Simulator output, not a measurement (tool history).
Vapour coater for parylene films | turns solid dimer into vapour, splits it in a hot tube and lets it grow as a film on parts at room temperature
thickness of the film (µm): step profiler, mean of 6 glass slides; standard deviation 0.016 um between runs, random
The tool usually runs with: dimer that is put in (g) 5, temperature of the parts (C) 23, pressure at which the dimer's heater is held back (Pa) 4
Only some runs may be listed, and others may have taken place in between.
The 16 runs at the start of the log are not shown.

| run | hour | dimer that is put in (g) | temperature of the parts (C) | pressure at which the dimer's heater is held back (Pa) | hours of work since the trap's valve was overhauled | hours of work since the table's thermometer was calibrated | thickness of the film (µm) |
|---|---|---|---|---|---|---|---|
| 17 | 253.3 | 5 | 23 | 3.14 | 16 | 560 | 1.56 |
| 18 | 269.5 | 5 | 23 | 4 | 26 | 570 | 1.53 |
| 19 | 287.6 | 5 | 23 | 5.32 | 37 | 581 | 1.49 |
| 20 | 307.6 | 5 | 24 | 4 | 49 | 592 | 1.5 |
| 21 | 317 | 5 | 23 | 4 | 54 | 598 | 1.52 |
| 22 | 337.3 | 5 | 23 | 4 | 66 | 610 | 1.53 |
| 23 | 358.2 | 5 | 23 | 4 | 79 | 622 | 1.52 |
| 24 | 377 | 5 | 23 | 4 | 90 | 634 | 1.53 |
| 25 | 396.6 | 5 | 23 | 4 | 102 | 645 | 1.49 |
| 26 | 413.4 | 5 | 19 | 4 | 111 | 655 | 1.66 |
| 27 | 422.8 | 5 | 19 | 4 | 117 | 661 | 1.64 |
| 28 | 435.8 | 2 | 24 | 2.15 | 125 | 669 | 0.59 |
|  | 438.7 | table's thermometer calibrated |
| 29 | 449.9 | 5 | 23 | 2.26 | 133 | 7 | 1.56 |
| 30 | 464.4 | 7 | 26 | 2.26 | 141 | 15 | 2.07 |
| 31 | 474.2 | 7 | 26 | 2.26 | 147 | 21 | 2.04 |
| 32 | 491.9 | 2 | 34 | 4 | 158 | 32 | 0.44 |
|  | 505.2 | table's thermometer calibrated, once more |
| 33 | 512.1 | 4 | 23 | 4 | 169 | 4 | 1.22 |
| 34 | 524.5 | 4 | 23 | 4 | 176 | 11 | 1.19 |
| 35 | 535.3 | 7 | 23 | 3.39 | 183 | 18 | 2.14 |
| 36 | 555.3 | 7 | 23 | 3.39 | 195 | 30 | 2.12 |

Expected results for the next run?
| 37 | 572.7 | 7 | 16 | 3.32 | 205 | 40 | ? |

{"run 37": {"thickness of the film (µm)": 2.54}}
Without the tool's hidden state the same run would have given thickness of the film (µm) 2.64.
